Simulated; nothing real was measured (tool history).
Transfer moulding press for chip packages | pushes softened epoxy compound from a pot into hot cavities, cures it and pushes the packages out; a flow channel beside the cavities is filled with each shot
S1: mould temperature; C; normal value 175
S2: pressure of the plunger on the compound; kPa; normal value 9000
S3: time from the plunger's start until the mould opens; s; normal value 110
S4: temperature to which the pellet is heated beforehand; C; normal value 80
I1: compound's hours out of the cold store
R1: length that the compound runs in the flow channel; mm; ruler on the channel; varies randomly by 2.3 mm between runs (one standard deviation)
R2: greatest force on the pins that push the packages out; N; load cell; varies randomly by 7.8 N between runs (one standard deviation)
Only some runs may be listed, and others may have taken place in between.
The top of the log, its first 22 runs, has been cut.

{"day": 11.046, "done": "cavities cleaned with cleaning compound and waxed"}
{"run": 23, "day": 11.054, "S1": 178, "S2": 9040, "S3": 110, "S4": 88, "I1": 11.0, "R1": 617, "R2": 294}
{"run": 24, "day": 11.596, "S1": 175, "S2": 10020, "S3": 106, "S4": 80, "I1": 41.9, "R1": 583, "R2": 384}
{"run": 25, "day": 12.162, "S1": 175, "S2": 9000, "S3": 113, "S4": 88, "I1": 12.6, "R1": 617, "R2": 450}
{"run": 26, "day": 12.462, "S1": 168, "S2": 7860, "S3": 117, "S4": 88, "I1": 46.0, "R1": 527, "R2": 588}
{"run": 27, "day": 12.8, "S1": 168, "S2": 9900, "S3": 117, "S4": 85, "I1": 28.7, "R1": 635, "R2": 649}
{"day": 13.071, "done": "cavities cleaned with cleaning compound and waxed"}
{"run": 28, "day": 13.258, "S1": 168, "S2": 9440, "S3": 121, "S4": 82, "I1": 21.1, "R1": 636, "R2": 461}
{"run": 29, "day": 13.688, "S1": 173, "S2": 7690, "S3": 117, "S4": 86, "I1": 43.6, "R1": 505, "R2": 381}
{"run": 30, "day": 14.042, "S1": 173, "S2": 7690, "S3": 117, "S4": 86, "I1": 38.0, "R1": 521, "R2": 430}

What if the next run were any one of these 3? Each begins from the tool's condition after run 30:
{"run": "A", "day": 14.479, "S1": 175, "S2": 9600, "S3": 98, "S4": 76, "I1": 22.7, "R1": "?", "R2": "?"}
{"run": "B", "day": 14.479, "S1": 176, "S2": 9000, "S3": 110, "S4": 84, "I1": 11.0, "R1": "?", "R2": "?"}
{"run": "C", "day": 14.479, "S1": 177, "S2": 10810, "S3": 123, "S4": 80, "I1": 18.8, "R1": "?", "R2": "?"}

run=A R1=607 R2=579
run=B R1=616 R2=443
run=C R1=649 R2=387
Without the tool's unlogged condition, the same runs would have read:
run=A R1=656 R2=411
run=B R1=665 R2=315
run=C R1=701 R2=277

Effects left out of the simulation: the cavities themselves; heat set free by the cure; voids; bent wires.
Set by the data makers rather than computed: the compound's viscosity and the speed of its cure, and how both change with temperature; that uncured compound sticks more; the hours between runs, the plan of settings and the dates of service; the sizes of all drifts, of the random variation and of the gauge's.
